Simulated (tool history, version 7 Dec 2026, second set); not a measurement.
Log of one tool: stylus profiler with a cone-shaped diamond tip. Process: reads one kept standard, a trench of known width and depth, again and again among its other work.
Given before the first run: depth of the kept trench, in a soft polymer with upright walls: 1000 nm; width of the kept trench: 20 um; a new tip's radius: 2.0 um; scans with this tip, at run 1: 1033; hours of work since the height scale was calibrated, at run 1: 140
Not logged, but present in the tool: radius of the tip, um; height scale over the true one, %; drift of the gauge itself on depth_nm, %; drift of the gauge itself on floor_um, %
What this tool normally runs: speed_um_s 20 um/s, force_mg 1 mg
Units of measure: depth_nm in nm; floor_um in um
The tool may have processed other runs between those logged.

run,hour,speed_um_s,force_mg,scans with this tip,hours of work since the height scale was calibrated,depth_nm,floor_um
1,0,20,1,1033,140,1008.42,16.34
2,7,20,1,1058,143,1008.42,16.35
3,14.5,12,1,1085,147,1008.15,16.35
4,25,12,1,1123,152,1008.05,16.41
5,33.2,12,1,1152,156,1008.48,16.35
6,45,12,1,1194,161,1008.39,16.39
7,59.8,20,1,1246,168,1008.21,16.35
8,69.7,20,1,1282,173,1008.06,16.24
9,81.5,20,1,1324,179,1008.51,16.26
10,93.2,20,1,1365,184,1008.32,16.34
11,106.3,20,1.07,1412,191,1008.86,16.28
12,114.7,20,1.07,1442,195,1008.79,16.23
13,124.8,20,1.07,1478,200,1008.76,16.34
14,137.9,20,1.07,1525,206,1008.9,16.34
15,147.7,20,1.07,1559,211,1009.31,16.33
# hour 148.9: height scale calibrated on a step standard
16,158.6,5,1,1597,5,1009.41,16.36
17,167.8,5,1,1629,9,1009.88,16.38
18,174.6,5,1,1654,12,1009.4,16.37
19,185.3,5,1,1692,18,1009.06,16.45
20,194.1,5,1,1723,22,1008.95,16.33
21,202.6,20,1,1753,26,1009.37,16.26
22,215.2,10,1,1798,32,1009.03,16.29
23,228.8,10,1,1847,38,1009.42,16.32
24,236.1,10,1,1873,42,1009.7,16.31
# hour 238.3: height scale calibrated on a step standard, once more
25,250.1,15,0.46,1921,6,1004.6,16.3
26,262,69,0.65,1963,11,1005.56,15.96
27,268.8,8,0.62,1987,15,1005.77,16.35
28,283.2,8,1.15,2039,22,1008.65,16.35
29,290,60,1.11,2063,25,1008.35,16.04
30,298.1,22,0.6,2092,29,1005.83,16.26
31,304.4,22,0.6,2114,32,1005.36,16.28
32,318.6,36,0.75,2165,39,1006.89,16.16
33,328.9,15,2.85,2201,44,1015.81,16.34
34,341.4,42,1.37,2246,50,1010.25,16.16
35,351.7,14,0.41,2283,55,1004.47,16.23
36,360.3,11,0.6,2313,59,1005.81,16.31
37,370,14,1,2348,63,1008.14,16.29
38,376.6,35,2.39,2372,67,1014.38,16.21
39,390,16,0.91,2419,73,1007.74,16.22
40,397.1,18,1.25,2445,76,1009.25,16.23
41,404.3,19,1.16,2470,80,1009.23,16.24
42,418.5,14,2.17,2521,87,1013.21,16.29
43,431.8,8,0.61,2568,93,1005.84,16.31
44,441.2,8,1.28,2602,98,1009.89,16.28
45,451.3,21,1.88,2637,103,1012.7,16.24

Hidden state at the last listed run before each entry between runs and at the first one after, where it differs:
In the gap between runs 15 and 16: height scale calibrated on a step standard (hour 148.9)
  height scale over the true one, %: 0.087 -> 0.131
  measured value less the no-hidden-state value, depth_nm: +0.87 -> +1.32 nm; floor_um: -0.13 -> -0.13 um
In the gap between runs 24 and 25: height scale calibrated on a step standard, once more (hour 238.3)
  height scale over the true one, %: 0.149 -> -0.006
  measured value less the no-hidden-state value, depth_nm: +1.5 -> -0.06 nm; floor_um: -0.15 -> -0.15 um
